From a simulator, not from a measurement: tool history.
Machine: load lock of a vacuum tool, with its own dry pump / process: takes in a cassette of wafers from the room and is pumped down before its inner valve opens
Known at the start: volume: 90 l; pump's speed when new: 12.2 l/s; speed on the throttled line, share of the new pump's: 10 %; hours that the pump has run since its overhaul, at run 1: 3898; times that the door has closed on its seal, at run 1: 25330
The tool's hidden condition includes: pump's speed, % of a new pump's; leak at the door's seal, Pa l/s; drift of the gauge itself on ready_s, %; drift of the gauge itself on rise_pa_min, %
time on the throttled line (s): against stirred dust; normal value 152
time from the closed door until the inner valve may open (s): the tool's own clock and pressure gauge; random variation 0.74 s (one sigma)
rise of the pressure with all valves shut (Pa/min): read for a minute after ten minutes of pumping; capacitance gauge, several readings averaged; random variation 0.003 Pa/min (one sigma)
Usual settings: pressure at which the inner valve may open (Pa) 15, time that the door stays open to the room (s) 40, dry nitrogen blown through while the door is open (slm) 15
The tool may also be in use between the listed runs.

run    hour  time on the throttled line (s)  pressure at which the inner valve may open (Pa)  time that the door stays open to the room (s)  dry nitrogen blown through while the door is open (slm)  hours that the pump has run since its overhaul  times that the door has closed on its seal  incoming humidity of the room's air, %  time from the closed door until the inner valve may open (s)  rise of the pressure with all valves shut (Pa/min)
  1       0                             152                                               15                                             40                                                       15                                            3898                                       25330                                    44.4                                                         203.8                                               0.188
  2   153.4                             152                                               15                                             40                                                       15                                            4051                                       25986                                    48.6                                                         204.3                                               0.207
  3   288.2                             152                                               15                                             40                                                       15                                            4186                                       26563                                    45.2                                                         203.4                                               0.208
  4   512.7                             152                                               15                                             40                                                       15                                            4410                                       27525                                      46                                                         204.6                                               0.217
  5   647.8                             152                                               15                                             57                                                       15                                            4545                                       28103                                    45.6                                                           206                                               0.235
  6   781.3                             152                                               15                                             57                                                       15                                            4679                                       28675                                    41.3                                                         204.2                                               0.242
  7   940.1                             152                                               15                                             57                                                       15                                            4838                                       29354                                    46.7                                                         205.5                                               0.249
  8  1130.3                             152                                               15                                            137                                                       15                                            5028                                       30168                                    44.8                                                         205.2                                               0.273
  9  1288.9                             211                                               15                                             40                                                       15                                            5187                                       30848                                    45.3                                                         256.9                                               0.276
 10  1454.9                             211                                               29                                             40                                                       15                                            5353                                       31558                                    46.7                                                         252.6                                               0.279
 11    1697                             211                                               29                                             40                                                       15                                            5595                                       32594                                    48.3                                                         253.3                                               0.293
 12  1885.8                             211                                               29                                             40                                                       15                                            5783                                       33403                                    44.9                                                         252.8                                                 0.3
 13  2020.7                             211                                               29                                             40                                                       15                                            5918                                       33980                                    43.7                                                         250.8                                               0.312
 14  2149.6                             211                                               29                                             40                                                        4                                            6047                                       34532                                    44.4                                                         252.8                                                0.32
 15  2337.8                             239                                               11                                            101                                                        7                                            6235                                       35338                                    46.5                                                         285.2                                               0.348
 16  2501.3                             140                                               11                                            101                                                        7                                            6399                                       36038                                    47.3                                                         197.1                                               0.355
 17  2610.1                             140                                               11                                            101                                                        7                                            6508                                       36503                                    43.1                                                         198.2                                               0.362
 18  2846.3                             255                                               29                                             40                                                       15                                            6744                                       37515                                    44.1                                                         292.6                                               0.366
 19  3035.8                             255                                               29                                             40                                                       15                                            6933                                       38326                                    46.6                                                         293.3                                               0.376
 20  3270.5                              82                                               21                                             40                                                       25                                            7168                                       39331                                      46                                                         142.7                                               0.387
 21  3538.1                              82                                               21                                             40                                                       25                                            7436                                       40476                                    45.7                                                         140.6                                               0.417
 22  3793.1                             175                                               25                                             40                                                       25                                            7691                                       41568                                    41.2                                                         223.5                                               0.425

Consider 5 possible next runs. They are alternatives, not a sequence: every one starts from the tool as it was left by run 22. What does each give?
  A  3968.6                             171                                               17                                             40                                                       25                                            7866                                       42320                                    42.2                                                             ?                                                   ?
  B  3968.6                             175                                               25                                            147                                                       25                                            7866                                       42320                                    43.5                                                             ?                                                   ?
  C  3968.6                              86                                               12                                             70                                                       25                                            7866                                       42320                                    42.8                                                             ?                                                   ?
  D  3968.6                             175                                               13                                             40                                                       25                                            7866                                       42320                                    47.4                                                             ?                                                   ?
  E  3968.6                             282                                               15                                             40                                                       40                                            7866                                       42320                                    47.8                                                             ?                                                   ?

run  time from the closed door until the inner valve may open (s)  rise of the pressure with all valves shut (Pa/min)
  A                                                           221                                               0.434
  B                                                         224.3                                               0.451
  C                                                         150.3                                               0.451
  D                                                           229                                               0.438
  E                                                         321.4                                               0.437
With no hidden state in the tool, these same runs would have given:
run  time from the closed door until the inner valve may open (s)  rise of the pressure with all valves shut (Pa/min)
  A                                                         217.5                                               0.008
  B                                                           221                                               0.026
  C                                                         145.9                                               0.014
  D                                                         225.2                                               0.011
  E                                                         318.5                                               0.011

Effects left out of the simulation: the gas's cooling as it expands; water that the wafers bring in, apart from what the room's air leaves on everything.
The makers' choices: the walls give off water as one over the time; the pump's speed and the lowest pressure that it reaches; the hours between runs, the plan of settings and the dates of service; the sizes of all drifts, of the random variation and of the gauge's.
